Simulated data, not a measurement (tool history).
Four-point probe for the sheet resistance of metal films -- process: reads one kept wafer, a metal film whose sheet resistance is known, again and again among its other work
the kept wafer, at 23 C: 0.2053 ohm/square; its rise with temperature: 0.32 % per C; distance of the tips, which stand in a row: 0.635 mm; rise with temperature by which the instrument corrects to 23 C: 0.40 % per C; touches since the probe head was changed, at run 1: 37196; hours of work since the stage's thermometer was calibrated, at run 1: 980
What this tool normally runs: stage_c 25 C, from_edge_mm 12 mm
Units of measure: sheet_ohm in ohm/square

run,hour,stage_c,from_edge_mm,touches since the probe head was changed,hours of work since the stage's thermometer was calibrated,sheet_ohm
1,0,25,12,37196,980,0.20556
2,47.1,25,12,39335,1010,0.205666
3,115.4,25,12,42437,1055,0.205674
4,154.8,25,12,44226,1080,0.205601
5,235.6,25,12,47890,1133,0.205706
6,301.3,25,70,50876,1175,0.205433
7,361.7,25,70,53618,1215,0.205519
8,396.8,25,12,55209,1237,0.205776
9,441.1,25,12,57223,1266,0.205932
10,517.8,25,12,60705,1316,0.20587
11,588.8,25,12,63929,1362,0.205942
12,648.2,25,12,66624,1401,0.205975
13,693.4,25,12,68677,1430,0.206032
14,759.3,25,12,71668,1473,0.206065
15,833.1,25,12,75019,1521,0.206186
16,882.9,25,13,77280,1553,0.206081
# hour 892.6: stage's thermometer calibrated
17,968.2,25,13,81131,49,0.205932
18,1041.6,25,12,84459,97,0.205952
19,1097.5,25,52,86997,133,0.205617
20,1143.2,27,12,89074,163,0.205703
21,1217.6,25,12,92453,211,0.206099
22,1286.9,25,23,95599,256,0.205916
23,1328.9,25,6,97505,283,0.207119
24,1399.7,25,20,100719,329,0.206084
25,1480.2,34,13,104370,381,0.204737
26,1552.3,27,12,107644,428,0.20605
27,1607.5,27,12,110153,464,0.206015
28,1685.6,27,12,113697,515,0.206096
29,1754.8,32,32,116841,560,0.205157
30,1799.5,18,20,118868,589,0.207477
31,1876.8,18,20,122378,639,0.2075
32,1924,18,20,124519,670,0.207554
33,1992,35,49,127608,714,0.204773
34,2034.1,29,53,129518,741,0.205794
35,2099.4,31,59,132485,783,0.205459
36,2182,19,4,136232,837,0.210264
# hour 2236.3: new probe head fitted
37,2236.3,19,4,0,872,0.20996

Expected results for the next run?
38,2310.4,19,4,3367,920,?

Run 38 measured sheet_ohm 0.209953 ohm/square.
Were there no unlogged condition in the tool, this run, its random variation unchanged, would have produced sheet_ohm 0.208682 ohm/square.
